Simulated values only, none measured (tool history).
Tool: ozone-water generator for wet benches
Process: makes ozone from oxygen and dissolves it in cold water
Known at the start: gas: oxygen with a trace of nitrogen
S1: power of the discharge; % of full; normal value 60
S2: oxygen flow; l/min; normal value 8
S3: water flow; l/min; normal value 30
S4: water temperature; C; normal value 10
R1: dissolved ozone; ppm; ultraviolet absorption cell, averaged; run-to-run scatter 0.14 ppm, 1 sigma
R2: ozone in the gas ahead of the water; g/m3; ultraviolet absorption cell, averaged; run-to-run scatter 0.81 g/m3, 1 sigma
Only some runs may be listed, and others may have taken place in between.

{"run": 1, "hour": 0.0, "S1": 60, "S2": 8, "S3": 30, "S4": 10, "R1": 15.9, "R2": 122.6}
{"run": 2, "hour": 116.6, "S1": 60, "S2": 8, "S3": 30, "S4": 7, "R1": 16.3, "R2": 122.4}
{"run": 3, "hour": 312.9, "S1": 60, "S2": 8, "S3": 30, "S4": 7, "R1": 16.3, "R2": 121.8}
{"run": 4, "hour": 523.2, "S1": 60, "S2": 8, "S3": 30, "S4": 7, "R1": 16.3, "R2": 121.2}
{"hour": 609.6, "done": "contactor cleaned"}
{"run": 5, "hour": 705.9, "S1": 68, "S2": 8, "S3": 30, "S4": 7, "R1": 18, "R2": 129.7}
{"run": 6, "hour": 810.9, "S1": 68, "S2": 8, "S3": 30, "S4": 7, "R1": 17.7, "R2": 128.9}
{"run": 7, "hour": 907.0, "S1": 68, "S2": 8, "S3": 30, "S4": 7, "R1": 18, "R2": 130}
{"run": 8, "hour": 1088.3, "S1": 60, "S2": 8, "S3": 30, "S4": 10, "R1": 15.9, "R2": 119.8}
{"run": 9, "hour": 1260.0, "S1": 48, "S2": 8, "S3": 30, "S4": 10, "R1": 14, "R2": 105.6}
{"run": 10, "hour": 1400.8, "S1": 48, "S2": 8, "S3": 30, "S4": 10, "R1": 13.9, "R2": 105.5}
{"run": 11, "hour": 1525.1, "S1": 60, "S2": 8, "S3": 30, "S4": 10, "R1": 15.8, "R2": 120.3}
{"run": 12, "hour": 1739.8, "S1": 60, "S2": 10.24, "S3": 30, "S4": 10, "R1": 15.5, "R2": 102.4}
{"run": 13, "hour": 1837.5, "S1": 60, "S2": 10.24, "S3": 30, "S4": 10, "R1": 15.8, "R2": 102.1}
{"run": 14, "hour": 2014.2, "S1": 60, "S2": 10.24, "S3": 26, "S4": 10, "R1": 17.1, "R2": 101}
{"run": 15, "hour": 2223.1, "S1": 60, "S2": 8, "S3": 30, "S4": 10, "R1": 15.3, "R2": 118}
{"run": 16, "hour": 2321.4, "S1": 60, "S2": 8, "S3": 30, "S4": 10, "R1": 15.3, "R2": 116.5}
{"run": 17, "hour": 2489.6, "S1": 80, "S2": 8, "S3": 38, "S4": 10, "R1": 14.8, "R2": 135.4}
{"run": 18, "hour": 2628.3, "S1": 99, "S2": 4.86, "S3": 32, "S4": 17, "R1": 17.5, "R2": 208.9}
{"run": 19, "hour": 2745.2, "S1": 53, "S2": 4.15, "S3": 44, "S4": 14, "R1": 9.2, "R2": 163.9}
{"run": 20, "hour": 2890.3, "S1": 60, "S2": 8, "S3": 30, "S4": 12, "R1": 14.8, "R2": 115.5}
{"hour": 2919.3, "done": "water thermometer calibrated"}
{"run": 21, "hour": 3105.8, "S1": 61, "S2": 9.46, "S3": 25, "S4": 16, "R1": 16.1, "R2": 103.2}
{"run": 22, "hour": 3311.7, "S1": 68, "S2": 8, "S3": 30, "S4": 14, "R1": 15.4, "R2": 122.4}
{"run": 23, "hour": 3465.3, "S1": 63, "S2": 8, "S3": 43, "S4": 9, "R1": 11.6, "R2": 117.1}
{"run": 24, "hour": 3599.7, "S1": 63, "S2": 5.67, "S3": 23, "S4": 8, "R1": 19.7, "R2": 144.5}
{"run": 25, "hour": 3739.1, "S1": 99, "S2": 13.12, "S3": 21, "S4": 16, "R1": 20.7, "R2": 106.8}
{"run": 26, "hour": 3895.5, "S1": 99, "S2": 13.12, "S3": 21, "S4": 16, "R1": 20.5, "R2": 107.6}
{"run": 27, "hour": 4033.6, "S1": 99, "S2": 13.12, "S3": 21, "S4": 16, "R1": 20.4, "R2": 107.2}
{"run": 28, "hour": 4135.4, "S1": 60, "S2": 6.27, "S3": 28, "S4": 10, "R1": 15.7, "R2": 131.4}
{"run": 29, "hour": 4291.9, "S1": 60, "S2": 6.27, "S3": 28, "S4": 10, "R1": 15.7, "R2": 130.5}
{"run": 30, "hour": 4397.2, "S1": 60, "S2": 8.41, "S3": 28, "S4": 5, "R1": 16.3, "R2": 109.4}
{"run": 31, "hour": 4576.7, "S1": 60, "S2": 4.76, "S3": 28, "S4": 5, "R1": 15.9, "R2": 156.1}
{"run": 32, "hour": 4696.1, "S1": 60, "S2": 4.76, "S3": 28, "S4": 5, "R1": 16, "R2": 152.7}

4 options for the next run, each taken on its own from the tool as it stands now. Forecast them:
{"run": "A", "hour": 4862.9, "S1": 66, "S2": 4.76, "S3": 23, "S4": 5, "R1": "?", "R2": "?"}
{"run": "B", "hour": 4862.9, "S1": 47, "S2": 8, "S3": 30, "S4": 14, "R1": "?", "R2": "?"}
{"run": "C", "hour": 4862.9, "S1": 73, "S2": 8, "S3": 30, "S4": 7, "R1": "?", "R2": "?"}
{"run": "D", "hour": 4862.9, "S1": 60, "S2": 9.21, "S3": 32, "S4": 10, "R1": "?", "R2": "?"}

run=A R1=20.1 R2=161.4
run=B R1=12.1 R2=98.3
run=C R1=16.5 R2=120.9
run=D R1=13.7 R2=100.5
Had the tool no hidden state, the same runs would have come out as:
run=A R1=23.7 R2=188.3
run=B R1=14 R2=111.3
run=C R1=19.8 R2=142.4
run=D R1=16.1 R2=116.3
